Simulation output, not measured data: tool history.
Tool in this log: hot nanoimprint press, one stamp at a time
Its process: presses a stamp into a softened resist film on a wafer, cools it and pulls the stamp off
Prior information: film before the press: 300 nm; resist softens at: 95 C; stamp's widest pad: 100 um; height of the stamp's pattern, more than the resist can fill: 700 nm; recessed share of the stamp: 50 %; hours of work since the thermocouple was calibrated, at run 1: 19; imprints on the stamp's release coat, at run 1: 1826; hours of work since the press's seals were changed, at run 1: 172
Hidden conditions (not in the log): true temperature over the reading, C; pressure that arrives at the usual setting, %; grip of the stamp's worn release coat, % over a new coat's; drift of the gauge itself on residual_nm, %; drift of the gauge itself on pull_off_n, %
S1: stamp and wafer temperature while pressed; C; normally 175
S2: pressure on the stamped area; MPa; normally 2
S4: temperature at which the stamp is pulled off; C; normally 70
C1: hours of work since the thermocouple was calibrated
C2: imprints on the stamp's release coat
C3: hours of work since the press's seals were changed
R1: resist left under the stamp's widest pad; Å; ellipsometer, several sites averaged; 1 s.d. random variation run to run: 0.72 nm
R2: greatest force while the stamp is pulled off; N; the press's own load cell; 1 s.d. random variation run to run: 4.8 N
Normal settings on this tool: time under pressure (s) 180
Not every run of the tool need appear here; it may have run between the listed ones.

run 1 hour=0 | S1=175 S2=2 time_under_pressure_(s)=180 S4=70 | C1=19 C2=1826 C3=172 | R1=1321 R2=304
run 2 hour=4.2 | S1=175 S2=2 time_under_pressure_(s)=180 S4=70 | C1=21 C2=1835 C3=174 | R1=1318 R2=324
run 3 hour=8.4 | S1=175 S2=2 time_under_pressure_(s)=192 S4=70 | C1=23 C2=1843 C3=176 | R1=1277 R2=301
run 4 hour=15 | S1=175 S2=2 time_under_pressure_(s)=180 S4=70 | C1=26 C2=1856 C3=179 | R1=1310 R2=310
run 5 hour=21.5 | S1=175 S2=2 time_under_pressure_(s)=180 S4=70 | C1=29 C2=1868 C3=182 | R1=1298 R2=315
run 6 hour=31.1 | S1=175 S2=2 time_under_pressure_(s)=180 S4=70 | C1=33 C2=1887 C3=186 | R1=1313 R2=312
run 7 hour=37.7 | S1=175 S2=2 time_under_pressure_(s)=180 S4=70 | C1=36 C2=1899 C3=189 | R1=1292 R2=316
run 8 hour=43.7 | S1=183 S2=2 time_under_pressure_(s)=180 S4=70 | C1=39 C2=1911 C3=192 | R1=908 R2=316
run 9 hour=51.5 | S1=183 S2=2 time_under_pressure_(s)=180 S4=70 | C1=43 C2=1926 C3=196 | R1=905 R2=318
run 10 hour=58.4 | S1=183 S2=2 time_under_pressure_(s)=180 S4=70 | C1=46 C2=1940 C3=199 | R1=912 R2=318
run 11 hour=66.1 | S1=175 S2=2.5 time_under_pressure_(s)=180 S4=70 | C1=49 C2=1954 C3=202 | R1=1171 R2=328
run 12 hour=73.8 | S1=175 S2=2.5 time_under_pressure_(s)=180 S4=70 | C1=53 C2=1969 C3=206 | R1=1165 R2=310
run 13 hour=80.9 | S1=175 S2=2 time_under_pressure_(s)=180 S4=70 | C1=56 C2=1983 C3=209 | R1=1302 R2=330
run 14 hour=85.7 | S1=171 S2=2 time_under_pressure_(s)=180 S4=70 | C1=58 C2=1993 C3=212 | R1=1554 R2=323
run 15 hour=90.6 | S1=171 S2=2 time_under_pressure_(s)=180 S4=70 | C1=61 C2=2002 C3=214 | R1=1563 R2=322
run 16 hour=94.7 | S1=175 S2=1.31 time_under_pressure_(s)=217 S4=67 | C1=63 C2=2010 C3=216 | R1=1496 R2=320
run 17 hour=103.5 | S1=175 S2=1.31 time_under_pressure_(s)=92 S4=70 | C1=67 C2=2027 C3=220 | R1=1950 R2=318
run 18 hour=112.8 | S1=175 S2=1.31 time_under_pressure_(s)=92 S4=70 | C1=71 C2=2045 C3=224 | R1=1959 R2=320
run 19 hour=117.7 | S1=175 S2=1.31 time_under_pressure_(s)=92 S4=70 | C1=73 C2=2055 C3=226 | R1=1945 R2=318
run 20 hour=124 | S1=175 S2=1.31 time_under_pressure_(s)=92 S4=70 | C1=76 C2=2067 C3=229 | R1=1943 R2=321

Expected results for the next run?
run 21 hour=132.4 | S1=168 S2=2.58 time_under_pressure_(s)=305 S4=59 | C1=80 C2=2083 C3=233 | R1=? R2=?

Run 21 came out at R1 1333 Å, R2 349 N.
Were there no unlogged condition in the tool, this run, its random variation unchanged, would have produced R1 1346 Å, R2 252 N.

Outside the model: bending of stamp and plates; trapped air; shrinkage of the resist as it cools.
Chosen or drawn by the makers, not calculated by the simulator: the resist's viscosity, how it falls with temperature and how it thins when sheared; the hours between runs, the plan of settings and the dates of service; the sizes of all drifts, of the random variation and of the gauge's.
